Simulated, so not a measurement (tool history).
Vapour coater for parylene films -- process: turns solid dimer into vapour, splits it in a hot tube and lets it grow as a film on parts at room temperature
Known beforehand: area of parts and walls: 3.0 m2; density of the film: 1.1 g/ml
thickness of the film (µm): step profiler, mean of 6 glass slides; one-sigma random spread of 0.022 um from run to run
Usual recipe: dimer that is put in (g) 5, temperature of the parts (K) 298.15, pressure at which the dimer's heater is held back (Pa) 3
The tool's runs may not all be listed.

run	hour	dimer that is put in (g)	temperature of the parts (K)	pressure at which the dimer's heater is held back (Pa)	thickness of the film (µm)
1	0	5	298.15	3	1.11
2	55.9	5	298.15	3	1.07
3	107.3	5	298.15	3	1.12
4	185.1	5	298.15	3	1.08
# hour 222.3: trap's valve overhauled
5	248.3	5	298.15	3	1.12
6	310.3	5	298.15	3	1.12
7	355.3	5	298.15	3	1.09
8	417.6	5	298.15	3	1.14
9	465.1	5	298.15	3	1.11
10	551.2	5	293.15	6.1	1.23
11	608.4	4	298.15	7.01	0.81
12	646.5	5	294.15	2.11	1.4
13	711.1	2	294.15	10.08	0.43

What if the next run were any one of these 3? Each begins from the tool's condition after run 13:
# hour 742.3: trap's valve overhauled
A	775.4	7	296.15	11.73	?
# hour 742.3: trap's valve overhauled
B	775.4	5	298.15	4.14	?
# hour 742.3: trap's valve overhauled
C	775.4	5	295.15	4.68	?

run	thickness of the film (µm)
A	1.4
B	1.04
C	1.19
Without the tool's hidden state the same runs would have given:
run	thickness of the film (µm)
A	1.4
B	1.04
C	1.19
